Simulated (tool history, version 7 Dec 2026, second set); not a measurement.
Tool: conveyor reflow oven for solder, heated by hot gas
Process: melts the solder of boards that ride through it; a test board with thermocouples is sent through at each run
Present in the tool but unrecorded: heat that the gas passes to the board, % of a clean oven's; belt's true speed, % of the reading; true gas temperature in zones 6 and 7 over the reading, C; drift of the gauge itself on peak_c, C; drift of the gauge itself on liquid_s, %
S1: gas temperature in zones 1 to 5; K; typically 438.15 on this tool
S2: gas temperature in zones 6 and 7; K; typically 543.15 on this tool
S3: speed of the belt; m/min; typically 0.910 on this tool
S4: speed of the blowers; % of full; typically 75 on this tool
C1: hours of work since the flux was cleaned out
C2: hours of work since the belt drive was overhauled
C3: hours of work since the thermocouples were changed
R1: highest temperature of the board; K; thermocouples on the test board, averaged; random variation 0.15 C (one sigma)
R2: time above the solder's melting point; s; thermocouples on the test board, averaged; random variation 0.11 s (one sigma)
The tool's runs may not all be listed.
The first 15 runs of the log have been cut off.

run	hour	S1	S2	S3	S4	C1	C2	C3	R1	R2
16	292.0	438.15	543.15	0.910	75	121	220	92	528.65	39.5
17	305.0	439.15	543.15	0.910	75	127	226	98	528.85	39.7
18	319.1	439.15	543.15	0.910	75	133	233	105	528.65	39.7
19	339.5	438.15	543.15	0.795	75	143	242	114	532.45	48.1
20	358.4	438.15	543.15	0.795	75	151	251	123	532.45	47.6
21	375.0	435.15	558.15	0.987	50	159	258	130	526.15	33.0
22	392.4	431.15	549.15	1.087	53	167	266	138	514.85	22.7
23	411.6	439.15	551.15	0.910	75	176	275	147	535.75	42.6
24	435.3	439.15	548.15	0.911	75	187	286	158	532.65	41.4
25	446.6	438.15	535.15	0.910	71	192	291	163	520.35	35.1
26	465.5	449.15	532.15	0.910	75	200	300	172	520.35	38.2
27	482.9	449.15	532.15	0.910	75	208	308	180	520.45	38.3
28	499.6	438.15	543.15	0.910	60	216	315	187	523.25	35.9
29	516.5	438.15	543.15	0.910	60	224	323	195	523.25	36.0
30	532.3	439.15	557.15	0.889	85	231	330	202	544.65	47.1
31	555.7	438.15	543.15	0.754	51	242	341	213	526.25	46.2

Branching from run 31: 4 alternative next runs. What would each branch give?
A	572.9	447.15	552.15	0.748	51	250	349	221	?	?
B	572.9	445.15	543.15	0.965	66	250	349	221	?	?
C	572.9	427.15	543.15	1.023	75	250	349	221	?	?
D	572.9	438.15	543.15	0.910	90	250	349	221	?	?

run	R1	R2
A	536.35	54.2
B	524.65	36.1
C	522.35	29.8
D	531.95	41.8
Stripped of hidden state, with their random variation kept, the same runs would have yielded:
run	R1	R2
A	536.05	53.7
B	524.75	36.1
C	522.75	29.9
D	532.05	41.7

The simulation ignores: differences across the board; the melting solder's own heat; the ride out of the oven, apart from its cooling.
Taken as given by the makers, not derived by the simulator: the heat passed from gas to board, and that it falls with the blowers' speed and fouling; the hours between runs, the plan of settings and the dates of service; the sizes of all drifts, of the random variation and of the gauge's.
